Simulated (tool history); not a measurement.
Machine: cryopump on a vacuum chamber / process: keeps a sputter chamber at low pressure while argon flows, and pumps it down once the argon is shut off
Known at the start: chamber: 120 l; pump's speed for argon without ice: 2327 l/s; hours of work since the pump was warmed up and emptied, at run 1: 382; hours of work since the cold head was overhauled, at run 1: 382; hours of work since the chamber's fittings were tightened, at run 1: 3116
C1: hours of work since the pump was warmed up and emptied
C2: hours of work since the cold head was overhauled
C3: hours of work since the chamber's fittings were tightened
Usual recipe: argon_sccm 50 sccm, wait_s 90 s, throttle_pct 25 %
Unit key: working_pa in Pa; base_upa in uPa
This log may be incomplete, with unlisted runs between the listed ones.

Run 1, hour 0.0: usual settings; C1 382; C2 382; C3 3116. Result: working_pa 0.1486 Pa, base_upa 1.79 uPa.
Run 2, hour 20.6: usual settings; C1 398; C2 398; C3 3132. Result: working_pa 0.1486 Pa, base_upa 1.88 uPa.
Run 3, hour 46.0: usual settings; C1 419; C2 419; C3 3153. Result: working_pa 0.1494 Pa, base_upa 1.85 uPa.
Run 4, hour 65.1: usual settings; C1 434; C2 434; C3 3168. Result: working_pa 0.1500 Pa, base_upa 1.87 uPa.
At hour 89.2: leaking fittings of the chamber tightened, without venting.
Run 5, hour 94.0: usual settings; C1 455; C2 455; C3 4. Result: working_pa 0.1486 Pa, base_upa 0.58 uPa.
Run 6, hour 110.0: usual settings; C1 468; C2 468; C3 17. Result: working_pa 0.1501 Pa, base_upa 0.56 uPa.
Run 7, hour 124.1: usual settings; C1 479; C2 479; C3 28. Result: working_pa 0.1502 Pa, base_upa 0.56 uPa.
Run 8, hour 141.5: usual settings; C1 493; C2 493; C3 42. Result: working_pa 0.1508 Pa, base_upa 0.54 uPa.
Run 9, hour 155.7: usual settings but wait_s 187 s; C1 504; C2 504; C3 53. Result: working_pa 0.1492 Pa, base_upa 0.35 uPa.
Run 10, hour 173.8: usual settings but wait_s 187 s; C1 519; C2 519; C3 67. Result: working_pa 0.1508 Pa, base_upa 0.40 uPa.
Run 11, hour 201.9: usual settings but wait_s 187 s; C1 541; C2 541; C3 90. Result: working_pa 0.1496 Pa, base_upa 0.38 uPa.
Run 12, hour 221.4: usual settings but wait_s 187 s; C1 557; C2 557; C3 105. Result: working_pa 0.1498 Pa, base_upa 0.41 uPa.
Run 13, hour 248.6: usual settings but wait_s 187 s; C1 578; C2 578; C3 127. Result: working_pa 0.1505 Pa, base_upa 0.39 uPa.
Run 14, hour 276.0: usual settings but wait_s 187 s; C1 600; C2 600; C3 149. Result: working_pa 0.1517 Pa, base_upa 0.41 uPa.
Run 15, hour 298.4: usual settings but wait_s 187 s; C1 618; C2 618; C3 166. Result: working_pa 0.1512 Pa, base_upa 0.43 uPa.
Run 16, hour 316.1: usual settings but wait_s 22 s; C1 632; C2 632; C3 181. Result: working_pa 0.1508 Pa, base_upa 1.74 uPa.
Run 17, hour 343.5: usual settings but wait_s 22 s; C1 654; C2 654; C3 202. Result: working_pa 0.1512 Pa, base_upa 1.75 uPa.
Run 18, hour 366.3: usual settings but argon_sccm 76 sccm, wait_s 52 s, throttle_pct 49 %; C1 672; C2 672; C3 220. Result: working_pa 0.1217 Pa, base_upa 0.90 uPa.
Run 19, hour 386.1: usual settings but argon_sccm 76 sccm, wait_s 52 s, throttle_pct 39 %; C1 688; C2 688; C3 236. Result: working_pa 0.1513 Pa, base_upa 0.88 uPa.
Run 20, hour 405.5: usual settings but argon_sccm 95 sccm, wait_s 36 s; C1 703; C2 703; C3 252. Result: working_pa 0.2867 Pa, base_upa 1.22 uPa.
Run 21, hour 421.7: usual settings but argon_sccm 34 sccm; C1 716; C2 716; C3 264. Result: working_pa 0.1038 Pa, base_upa 0.67 uPa.
Run 22, hour 445.6: usual settings but wait_s 43 s; C1 735; C2 735; C3 284. Result: working_pa 0.1519 Pa, base_upa 1.08 uPa.
Run 23, hour 467.0: usual settings but wait_s 43 s; C1 752; C2 752; C3 301. Result: working_pa 0.1515 Pa, base_upa 1.08 uPa.
Run 24, hour 494.1: usual settings but argon_sccm 64 sccm, wait_s 180 s, throttle_pct 36 %; C1 774; C2 774; C3 322. Result: working_pa 0.1383 Pa, base_upa 0.50 uPa.
Run 25, hour 520.5: usual settings but argon_sccm 82 sccm, wait_s 288 s, throttle_pct 16 %; C1 795; C2 795; C3 343. Result: working_pa 0.3858 Pa, base_upa 0.43 uPa.
Run 26, hour 534.5: usual settings but argon_sccm 27 sccm, wait_s 49 s; C1 806; C2 806; C3 354. Result: working_pa 0.0821 Pa, base_upa 1.00 uPa.
Run 27, hour 562.1: usual settings but argon_sccm 56 sccm, wait_s 49 s; C1 828; C2 828; C3 376. Result: working_pa 0.1707 Pa, base_upa 1.03 uPa.
Run 28, hour 577.6: usual settings but argon_sccm 22 sccm, throttle_pct 31 %; C1 840; C2 840; C3 389. Result: working_pa 0.0555 Pa, base_upa 0.75 uPa.
Run 29, hour 591.1: usual settings but argon_sccm 22 sccm, wait_s 46 s, throttle_pct 38 %; C1 851; C2 851; C3 399. Result: working_pa 0.0459 Pa, base_upa 1.09 uPa.
Run 30, hour 610.9: usual settings but argon_sccm 78 sccm, wait_s 33 s, throttle_pct 18 %; C1 866; C2 866; C3 415. Result: working_pa 0.3266 Pa, base_upa 1.39 uPa.
Run 31, hour 635.6: usual settings but wait_s 69 s, throttle_pct 50 %; C1 886; C2 886; C3 435. Result: working_pa 0.0807 Pa, base_upa 0.88 uPa.
Run 32, hour 648.4: usual settings but argon_sccm 63 sccm, wait_s 31 s, throttle_pct 50 %; C1 896; C2 896; C3 445. Result: working_pa 0.1028 Pa, base_upa 1.49 uPa.
Run 33, hour 664.5: usual settings but argon_sccm 63 sccm, wait_s 31 s, throttle_pct 50 %; C1 909; C2 909; C3 458. Result: working_pa 0.1021 Pa, base_upa 1.42 uPa.

A few steps of working_pa between consecutive runs. Split each: what settings, incoming material and random variation would produce without the hidden state, and what is left over for the hidden state, along with gauge scatter present in only one of the two compared results (measured, and without hidden state):
Unlogged tool condition in this case: pump's speed, % of a pump's without ice; cold plate's temperature, K; leak into the chamber, uPa l/s; drift of the gauge itself on working_pa, %; drift of the gauge itself on base_upa, %.
Run 20 -> 21: argon_sccm 95 -> 34, wait_s 36 -> 90. working_pa -0.1829 Pa: hidden state -0.0077, all else -0.1752.
Run 24 -> 25: argon_sccm 64 -> 82, wait_s 180 -> 288, throttle_pct 36 -> 16. working_pa +0.2475 Pa: hidden state +0.0030, all else +0.2445.
Run 25 -> 26: argon_sccm 82 -> 27, wait_s 288 -> 49, throttle_pct 16 -> 25. working_pa -0.3037 Pa: hidden state -0.0081, all else -0.2956.
Run 29 -> 30: argon_sccm 22 -> 78, wait_s 46 -> 33, throttle_pct 38 -> 18. working_pa +0.2807 Pa: hidden state +0.0091, all else +0.2716.

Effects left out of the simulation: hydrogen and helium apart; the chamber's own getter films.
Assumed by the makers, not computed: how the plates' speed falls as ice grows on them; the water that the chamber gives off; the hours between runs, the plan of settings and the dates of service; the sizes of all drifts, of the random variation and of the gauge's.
